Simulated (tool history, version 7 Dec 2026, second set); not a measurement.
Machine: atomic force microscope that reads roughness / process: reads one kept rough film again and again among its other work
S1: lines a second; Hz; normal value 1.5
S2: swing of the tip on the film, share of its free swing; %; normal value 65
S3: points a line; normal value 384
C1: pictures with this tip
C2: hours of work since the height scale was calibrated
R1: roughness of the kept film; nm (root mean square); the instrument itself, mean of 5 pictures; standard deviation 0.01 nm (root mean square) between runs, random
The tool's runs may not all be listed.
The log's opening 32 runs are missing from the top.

run	hour	S1	S2	S3	C1	C2	R1
# hour 1276.2: new tip fitted
33	1301.9	0.74	86	482	42	298	2.26
34	1352.3	0.82	66	301	124	338	2.299
35	1384	3.3	80	400	176	363	1.866
# hour 1394.3: new tip fitted
36	1413.7	3.3	80	400	31	386	1.959
37	1459	1.44	78	384	105	422	2.182
38	1500.8	1.44	78	384	173	455	2.093
# hour 1511.1: new tip fitted
39	1542.7	1.5	59	495	51	488	2.353
40	1579.2	1.5	59	495	110	517	2.289
41	1617.3	0.83	66	567	172	547	2.227
# hour 1626.3: new tip fitted
42	1672.3	0.54	83	556	75	590	2.301

Consider 3 possible next runs. They are alternatives, not a sequence: every one starts from the tool as it was left by run 42. What does each give?
A	1717	0.97	81	384	148	626	?
B	1717	0.54	76	1001	148	626	?
C	1717	1.5	69	475	148	626	?

run	R1
A	2.162
B	2.242
C	2.184
Take away the tool's hidden state, keep each run's random variation, and the runs would have read:
run	R1
A	2.337
B	2.424
C	2.362

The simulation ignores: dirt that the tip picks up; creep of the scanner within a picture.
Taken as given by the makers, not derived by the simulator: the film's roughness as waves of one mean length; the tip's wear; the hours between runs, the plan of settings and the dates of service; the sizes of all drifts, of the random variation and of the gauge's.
